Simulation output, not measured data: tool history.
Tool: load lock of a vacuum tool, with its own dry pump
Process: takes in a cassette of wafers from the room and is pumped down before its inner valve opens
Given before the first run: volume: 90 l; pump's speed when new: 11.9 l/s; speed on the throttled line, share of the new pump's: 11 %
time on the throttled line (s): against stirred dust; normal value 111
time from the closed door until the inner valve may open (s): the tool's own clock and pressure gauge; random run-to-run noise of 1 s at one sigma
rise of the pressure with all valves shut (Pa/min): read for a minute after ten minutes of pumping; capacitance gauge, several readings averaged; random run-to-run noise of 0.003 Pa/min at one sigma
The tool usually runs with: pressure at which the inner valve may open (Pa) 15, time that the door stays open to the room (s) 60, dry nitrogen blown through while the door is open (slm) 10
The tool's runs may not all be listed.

run	hour	time on the throttled line (s)	pressure at which the inner valve may open (Pa)	time that the door stays open to the room (s)	dry nitrogen blown through while the door is open (slm)	incoming humidity of the room's air, %	time from the closed door until the inner valve may open (s)	rise of the pressure with all valves shut (Pa/min)
1	0.0	111	15	60	10	45.2	177.8	0.599
# hour 307.2: door's seal changed, seat wiped
2	396.9	111	15	60	10	44.7	174.8	0.041
3	609.9	111	15	60	18	45.9	178.3	0.046
4	795.8	123	15	60	10	43.0	186.9	0.053
5	1085.4	161	15	60	10	46.2	220.9	0.063
6	1409.6	161	15	60	10	46.8	223.9	0.086
7	1642.2	111	15	60	10	45.3	177.6	0.095
8	1962.6	111	15	60	10	43.6	177.5	0.118
9	2159.2	111	15	60	10	47.5	178.6	0.136
10	2356.3	111	15	60	7	46.7	182.1	0.150
11	2572.9	111	15	60	10	43.4	179.1	0.163
12	2771.3	111	14	66	20	45.9	181.2	0.173
13	3123.1	200	10	34	29	44.3	264.0	0.197
14	3335.7	150	27	56	9	44.8	207.7	0.232
15	3612.8	170	30	60	20	44.9	223.7	0.255
16	4013.7	111	15	63	10	45.9	183.6	0.300
17	4411.3	207	15	60	10	44.9	263.6	0.337
18	4647.1	207	15	60	10	45.1	267.0	0.379
19	4898.8	207	15	60	10	44.7	269.0	0.408
20	5176.1	207	15	26	12	44.1	266.7	0.436
# hour 5337.2: dry pump taken out, an overhauled one fitted
21	5424.9	207	15	26	12	44.7	254.5	0.463
22	5745.7	207	20	37	19	43.9	250.9	0.508

Branching from run 22: 5 alternative next runs. What would each branch give?
# hour 6082.0: door's seal changed, seat wiped
A	6115.1	108	23	60	10	49.0	?	?
# hour 6082.0: door's seal changed, seat wiped
B	6115.1	158	20	37	19	42.3	?	?
# hour 6082.0: door's seal changed, seat wiped
C	6115.1	130	15	128	27	41.5	?	?
# hour 6082.0: door's seal changed, seat wiped
D	6115.1	111	24	26	6	39.6	?	?
# hour 6082.0: door's seal changed, seat wiped
E	6115.1	207	20	37	24	46.4	?	?

run	time from the closed door until the inner valve may open (s)	rise of the pressure with all valves shut (Pa/min)
A	160.0	0.039
B	204.5	0.026
C	183.9	0.041
D	161.5	0.026
E	251.0	0.027
Without the tool's hidden state the same runs would have given:
run	time from the closed door until the inner valve may open (s)	rise of the pressure with all valves shut (Pa/min)
A	159.6	0.038
B	204.1	0.025
C	183.5	0.040
D	161.1	0.025
E	250.7	0.026

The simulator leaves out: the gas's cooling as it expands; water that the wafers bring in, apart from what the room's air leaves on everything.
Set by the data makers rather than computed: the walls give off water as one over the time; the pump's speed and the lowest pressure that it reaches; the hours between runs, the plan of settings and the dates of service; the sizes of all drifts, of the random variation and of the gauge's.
